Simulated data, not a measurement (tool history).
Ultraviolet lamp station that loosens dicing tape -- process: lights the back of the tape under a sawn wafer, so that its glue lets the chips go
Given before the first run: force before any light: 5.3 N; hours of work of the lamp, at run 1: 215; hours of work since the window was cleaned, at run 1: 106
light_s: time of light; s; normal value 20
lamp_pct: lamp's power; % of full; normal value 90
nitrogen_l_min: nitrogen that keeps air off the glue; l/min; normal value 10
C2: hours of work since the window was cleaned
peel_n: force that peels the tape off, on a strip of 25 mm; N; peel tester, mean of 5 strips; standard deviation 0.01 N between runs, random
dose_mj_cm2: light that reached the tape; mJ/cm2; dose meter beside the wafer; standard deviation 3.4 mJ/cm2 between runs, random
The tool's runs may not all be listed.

run 1 hour=0.0 | light_s=20 lamp_pct=90 nitrogen_l_min=10 | hours_of_work_of_the_lamp=215 C2=106 | peel_n=0.471 dose_mj_cm2=549
run 2 hour=44.9 | light_s=20 lamp_pct=90 nitrogen_l_min=10 | hours_of_work_of_the_lamp=247 C2=138 | peel_n=0.466 dose_mj_cm2=547
run 3 hour=95.0 | light_s=20 lamp_pct=61 nitrogen_l_min=10 | hours_of_work_of_the_lamp=283 C2=174 | peel_n=0.959 dose_mj_cm2=368
run 4 hour=144.4 | light_s=20 lamp_pct=90 nitrogen_l_min=10 | hours_of_work_of_the_lamp=319 C2=209 | peel_n=0.487 dose_mj_cm2=543
run 5 hour=183.6 | light_s=20 lamp_pct=90 nitrogen_l_min=10 | hours_of_work_of_the_lamp=347 C2=237 | peel_n=0.474 dose_mj_cm2=549
run 6 hour=223.5 | light_s=20 lamp_pct=90 nitrogen_l_min=10 | hours_of_work_of_the_lamp=376 C2=266 | peel_n=0.475 dose_mj_cm2=550
run 7 hour=264.0 | light_s=20 lamp_pct=90 nitrogen_l_min=10 | hours_of_work_of_the_lamp=405 C2=295 | peel_n=0.455 dose_mj_cm2=544
run 8 hour=287.8 | light_s=20 lamp_pct=90 nitrogen_l_min=10 | hours_of_work_of_the_lamp=422 C2=312 | peel_n=0.450 dose_mj_cm2=546
run 9 hour=322.7 | light_s=39 lamp_pct=90 nitrogen_l_min=10 | hours_of_work_of_the_lamp=447 C2=337 | peel_n=0.105 dose_mj_cm2=1072
run 10 hour=368.0 | light_s=20 lamp_pct=62 nitrogen_l_min=10 | hours_of_work_of_the_lamp=479 C2=370 | peel_n=0.946 dose_mj_cm2=378
run 11 hour=414.4 | light_s=20 lamp_pct=90 nitrogen_l_min=12 | hours_of_work_of_the_lamp=513 C2=403 | peel_n=0.389 dose_mj_cm2=547
run 12 hour=463.8 | light_s=20 lamp_pct=90 nitrogen_l_min=10 | hours_of_work_of_the_lamp=548 C2=439 | peel_n=0.476 dose_mj_cm2=542
run 13 hour=492.3 | light_s=20 lamp_pct=90 nitrogen_l_min=10 | hours_of_work_of_the_lamp=569 C2=459 | peel_n=0.468 dose_mj_cm2=544
-- hour=499.5 window cleaned of glue's vapour
run 14 hour=515.4 | light_s=27 lamp_pct=90 nitrogen_l_min=10 | hours_of_work_of_the_lamp=585 C2=11 | peel_n=0.225 dose_mj_cm2=732
run 15 hour=548.6 | light_s=27 lamp_pct=90 nitrogen_l_min=8 | hours_of_work_of_the_lamp=609 C2=35 | peel_n=0.285 dose_mj_cm2=733
run 16 hour=586.0 | light_s=27 lamp_pct=90 nitrogen_l_min=8 | hours_of_work_of_the_lamp=636 C2=62 | peel_n=0.296 dose_mj_cm2=739
run 17 hour=612.8 | light_s=20 lamp_pct=65 nitrogen_l_min=10 | hours_of_work_of_the_lamp=655 C2=81 | peel_n=0.853 dose_mj_cm2=396
run 18 hour=633.5 | light_s=20 lamp_pct=65 nitrogen_l_min=10 | hours_of_work_of_the_lamp=670 C2=96 | peel_n=0.931 dose_mj_cm2=391
run 19 hour=658.7 | light_s=20 lamp_pct=65 nitrogen_l_min=10 | hours_of_work_of_the_lamp=688 C2=114 | peel_n=0.888 dose_mj_cm2=395
run 20 hour=684.7 | light_s=20 lamp_pct=90 nitrogen_l_min=10 | hours_of_work_of_the_lamp=706 C2=133 | peel_n=0.458 dose_mj_cm2=540
run 21 hour=715.8 | light_s=20 lamp_pct=90 nitrogen_l_min=10 | hours_of_work_of_the_lamp=729 C2=155 | peel_n=0.461 dose_mj_cm2=546
run 22 hour=742.0 | light_s=20 lamp_pct=90 nitrogen_l_min=10 | hours_of_work_of_the_lamp=748 C2=174 | peel_n=0.464 dose_mj_cm2=543
run 23 hour=768.5 | light_s=20 lamp_pct=90 nitrogen_l_min=4 | hours_of_work_of_the_lamp=767 C2=193 | peel_n=0.976 dose_mj_cm2=543
run 24 hour=794.6 | light_s=20 lamp_pct=74 nitrogen_l_min=4 | hours_of_work_of_the_lamp=785 C2=212 | peel_n=1.354 dose_mj_cm2=448
run 25 hour=828.4 | light_s=25 lamp_pct=74 nitrogen_l_min=4 | hours_of_work_of_the_lamp=810 C2=236 | peel_n=0.965 dose_mj_cm2=560
-- hour=870.1 lamp changed
run 26 hour=873.6 | light_s=20 lamp_pct=96 nitrogen_l_min=10 | hours_of_work_of_the_lamp=3 C2=268 | peel_n=0.393 dose_mj_cm2=579
run 27 hour=915.8 | light_s=15 lamp_pct=90 nitrogen_l_min=10 | hours_of_work_of_the_lamp=33 C2=298 | peel_n=0.815 dose_mj_cm2=408
run 28 hour=953.3 | light_s=38 lamp_pct=79 nitrogen_l_min=10 | hours_of_work_of_the_lamp=60 C2=325 | peel_n=0.132 dose_mj_cm2=912
run 29 hour=991.3 | light_s=34 lamp_pct=87 nitrogen_l_min=16 | hours_of_work_of_the_lamp=87 C2=352 | peel_n=0.100 dose_mj_cm2=892
run 30 hour=1040.8 | light_s=20 lamp_pct=90 nitrogen_l_min=10 | hours_of_work_of_the_lamp=123 C2=388 | peel_n=0.466 dose_mj_cm2=547
run 31 hour=1074.7 | light_s=20 lamp_pct=90 nitrogen_l_min=10 | hours_of_work_of_the_lamp=147 C2=412 | peel_n=0.459 dose_mj_cm2=550
run 32 hour=1117.2 | light_s=22 lamp_pct=91 nitrogen_l_min=4 | hours_of_work_of_the_lamp=177 C2=443 | peel_n=0.812 dose_mj_cm2=606
-- hour=1145.2 window cleaned of glue's vapour
run 33 hour=1147.9 | light_s=22 lamp_pct=91 nitrogen_l_min=4 | hours_of_work_of_the_lamp=199 C2=2 | peel_n=0.849 dose_mj_cm2=608
run 34 hour=1190.5 | light_s=22 lamp_pct=91 nitrogen_l_min=4 | hours_of_work_of_the_lamp=230 C2=33 | peel_n=0.808 dose_mj_cm2=601
run 35 hour=1222.8 | light_s=22 lamp_pct=91 nitrogen_l_min=4 | hours_of_work_of_the_lamp=253 C2=56 | peel_n=0.824 dose_mj_cm2=614
run 36 hour=1244.4 | light_s=12 lamp_pct=70 nitrogen_l_min=7 | hours_of_work_of_the_lamp=268 C2=71 | peel_n=1.941 dose_mj_cm2=254
run 37 hour=1283.6 | light_s=12 lamp_pct=70 nitrogen_l_min=7 | hours_of_work_of_the_lamp=297 C2=99 | peel_n=1.880 dose_mj_cm2=252
run 38 hour=1323.3 | light_s=23 lamp_pct=63 nitrogen_l_min=9 | hours_of_work_of_the_lamp=325 C2=128 | peel_n=0.786 dose_mj_cm2=439
run 39 hour=1343.9 | light_s=23 lamp_pct=63 nitrogen_l_min=9 | hours_of_work_of_the_lamp=340 C2=143 | peel_n=0.767 dose_mj_cm2=436
run 40 hour=1373.3 | light_s=28 lamp_pct=94 nitrogen_l_min=14 | hours_of_work_of_the_lamp=361 C2=164 | peel_n=0.135 dose_mj_cm2=798
run 41 hour=1394.6 | light_s=32 lamp_pct=94 nitrogen_l_min=19 | hours_of_work_of_the_lamp=376 C2=179 | peel_n=0.079 dose_mj_cm2=915
run 42 hour=1444.6 | light_s=29 lamp_pct=61 nitrogen_l_min=11 | hours_of_work_of_the_lamp=412 C2=215 | peel_n=0.439 dose_mj_cm2=528

Below are 4 alternative next runs, each starting from the tool's condition after run 42. Predict each:
run A hour=1493.6 | light_s=31 lamp_pct=61 nitrogen_l_min=10 | hours_of_work_of_the_lamp=447 C2=250 | peel_n=? dose_mj_cm2=?
run B hour=1493.6 | light_s=20 lamp_pct=90 nitrogen_l_min=11 | hours_of_work_of_the_lamp=447 C2=250 | peel_n=? dose_mj_cm2=?
run C hour=1493.6 | light_s=10 lamp_pct=79 nitrogen_l_min=9 | hours_of_work_of_the_lamp=447 C2=250 | peel_n=? dose_mj_cm2=?
run D hour=1493.6 | light_s=20 lamp_pct=77 nitrogen_l_min=9 | hours_of_work_of_the_lamp=447 C2=250 | peel_n=? dose_mj_cm2=?

run=A peel_n=0.413 dose_mj_cm2=570
run=B peel_n=0.415 dose_mj_cm2=547
run=C peel_n=1.885 dose_mj_cm2=242
run=D peel_n=0.691 dose_mj_cm2=467
Take away the tool's hidden state, keep each run's random variation, and the runs would have read:
run=A peel_n=0.410 dose_mj_cm2=571
run=B peel_n=0.413 dose_mj_cm2=549
run=C peel_n=1.880 dose_mj_cm2=242
run=D peel_n=0.688 dose_mj_cm2=469
